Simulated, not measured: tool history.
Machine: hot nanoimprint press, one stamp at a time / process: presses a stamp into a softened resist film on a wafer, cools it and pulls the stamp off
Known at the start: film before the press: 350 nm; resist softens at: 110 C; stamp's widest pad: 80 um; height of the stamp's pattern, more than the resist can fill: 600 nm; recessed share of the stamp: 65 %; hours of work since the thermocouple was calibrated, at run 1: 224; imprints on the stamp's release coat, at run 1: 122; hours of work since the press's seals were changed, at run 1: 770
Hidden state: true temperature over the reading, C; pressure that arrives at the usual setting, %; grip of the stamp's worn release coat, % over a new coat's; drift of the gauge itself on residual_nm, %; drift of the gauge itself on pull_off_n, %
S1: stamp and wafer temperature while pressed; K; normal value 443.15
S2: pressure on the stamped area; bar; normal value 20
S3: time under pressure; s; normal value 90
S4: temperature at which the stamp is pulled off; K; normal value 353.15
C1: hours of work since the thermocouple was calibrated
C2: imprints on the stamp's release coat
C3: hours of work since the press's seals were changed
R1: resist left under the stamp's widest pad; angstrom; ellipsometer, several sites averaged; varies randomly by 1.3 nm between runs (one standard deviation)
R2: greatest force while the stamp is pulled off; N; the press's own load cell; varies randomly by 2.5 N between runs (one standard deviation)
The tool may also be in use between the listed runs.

run	hour	S1	S2	S3	S4	C1	C2	C3	R1	R2
1	0	443.15	20	90	353.15	224	122	770	2131	223
2	39.9	443.15	20	90	353.15	247	288	793	2128	225
3	121.6	443.15	20	90	353.15	294	627	841	2174	230
4	192.3	443.15	27.3	90	353.15	335	921	882	1957	236
# hour 216.5: stamp cleaned and given a new release coat
5	278.3	443.15	20	74	353.15	381	257	928	2311	227
6	326.3	443.15	20	74	353.15	409	456	956	2323	231
# hour 396: press's hydraulic seals changed and the load cell set to zero
7	397.1	443.15	20	90	353.15	445	717	1	2179	236
8	445.6	443.15	20	90	353.15	473	918	29	2210	241
# hour 472.7: stamp cleaned and given a new release coat
9	509.8	443.15	20	90	353.15	507	154	62	2222	226
# hour 518.9: plate thermocouple calibrated
10	593.5	443.15	19.2	90	353.15	43	489	109	2072	228
11	658.1	443.15	19.2	90	353.15	80	757	146	2062	235
12	696.5	443.15	20	90	353.15	103	916	169	2083	239
# hour 722.5: stamp cleaned and given a new release coat
13	742.7	443.15	20	90	353.15	126	84	192	2097	224
14	814.6	443.15	20	90	353.15	168	383	233	2064	225
15	874.3	449.15	20.5	52	356.15	202	630	268	1949	223
16	952.8	432.15	20.5	96	359.15	248	956	313	2961	220
# hour 972.1: stamp cleaned and given a new release coat
17	995.6	432.15	20.5	96	359.15	269	97	335	2951	208
18	1053.4	453.15	20	90	356.15	302	337	368	1380	223
19	1120.3	453.15	20	90	356.15	341	614	407	1407	226
20	1180.6	436.15	17.7	91	355.15	376	865	442	2816	231
# hour 1218.1: stamp cleaned and given a new release coat
21	1268.4	433.15	20	104	359.15	423	209	489	2930	214
22	1339.3	433.15	13.8	104	359.15	464	504	530	3057	215
23	1397.1	433.15	13.8	104	359.15	498	744	564	3113	221
# hour 1426.3: plate thermocouple calibrated
24	1446.1	434.15	16.6	138	353.15	11	935	590	2725	237
# hour 1470.8: stamp cleaned and given a new release coat
25	1529.3	441.15	20	75	353.15	56	243	635	2372	222

Each row is a separate what-if for the run after 25, all from the same tool condition, not one after another. Results?
A	1581.5	443.15	13	90	340.15	86	460	665	?	?
B	1581.5	441.15	13.5	61	353.15	86	460	665	?	?
C	1581.5	443.15	20	90	356.15	86	460	665	?	?

run	R1	R2
A	2383	264
B	2748	231
C	2077	222
Stripped of hidden state, with their random variation kept, the same runs would have yielded:
run	R1	R2
A	2344	253
B	2714	221
C	2032	213
